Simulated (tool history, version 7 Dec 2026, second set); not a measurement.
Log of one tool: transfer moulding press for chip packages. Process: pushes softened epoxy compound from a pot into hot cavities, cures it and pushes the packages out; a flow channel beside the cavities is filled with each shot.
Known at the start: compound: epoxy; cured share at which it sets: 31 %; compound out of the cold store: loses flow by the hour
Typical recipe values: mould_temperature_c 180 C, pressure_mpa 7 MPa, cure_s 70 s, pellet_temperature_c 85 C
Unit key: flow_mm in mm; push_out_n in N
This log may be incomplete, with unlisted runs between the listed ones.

run,hour,mould_temperature_c,pressure_mpa,cure_s,pellet_temperature_c,incoming compound's hours out of the cold store,flow_mm,push_out_n
1,0,180,7,70,85,17.1,596,853
# hour 12.4: plunger's sealing rings changed
# hour 37.1: cavities cleaned with cleaning compound and waxed
2,50,180,7.33,70,85,44.8,540,569
3,101.1,180,6.94,70,85,22.9,594,830
# hour 118.2: cavities cleaned with cleaning compound and waxed
# hour 195.7: cavities cleaned with cleaning compound and waxed
4,195.7,180,6.94,70,85,28.7,572,419
5,261.2,180,7,70,85,31.3,556,811
# hour 275.2: cavities cleaned with cleaning compound and waxed
# hour 281.2: mould's thermocouples calibrated
6,307.3,180,7,70,85,36.1,534,739
# hour 359.4: cavities cleaned with cleaning compound and waxed
7,372.6,180,5.26,57,85,17.9,518,1017
# hour 416.9: plunger's sealing rings changed
8,418.9,177,6.79,53,82,15.1,642,2133
# hour 443.3: cavities cleaned with cleaning compound and waxed
9,487.9,177,7.26,53,82,24.7,610,1921
# hour 520.3: cavities cleaned with cleaning compound and waxed
10,559.7,182,7.26,61,91,36.5,550,901
# hour 596.5: cavities cleaned with cleaning compound and waxed
11,609.3,178,5.94,60,77,25.1,540,1013
# hour 672.9: cavities cleaned with cleaning compound and waxed
12,673.5,178,5.94,60,77,35.6,497,708

Below are 4 alternative next runs, each starting from the tool's condition after run 12. Predict each:
A,746.3,185,5.94,60,77,30.8,?,?
B,746.3,178,6.8,52,84,21.5,?,?
C,746.3,178,5.94,60,84,11.6,?,?
D,746.3,178,7.66,59,85,13.9,?,?

run,flow_mm,push_out_n
A,499,957
B,579,2075
C,576,1615
D,649,1559
Had the tool no hidden state, the same runs would have come out as:
run,flow_mm,push_out_n
A,528,467
B,613,1004
C,610,784
D,687,756
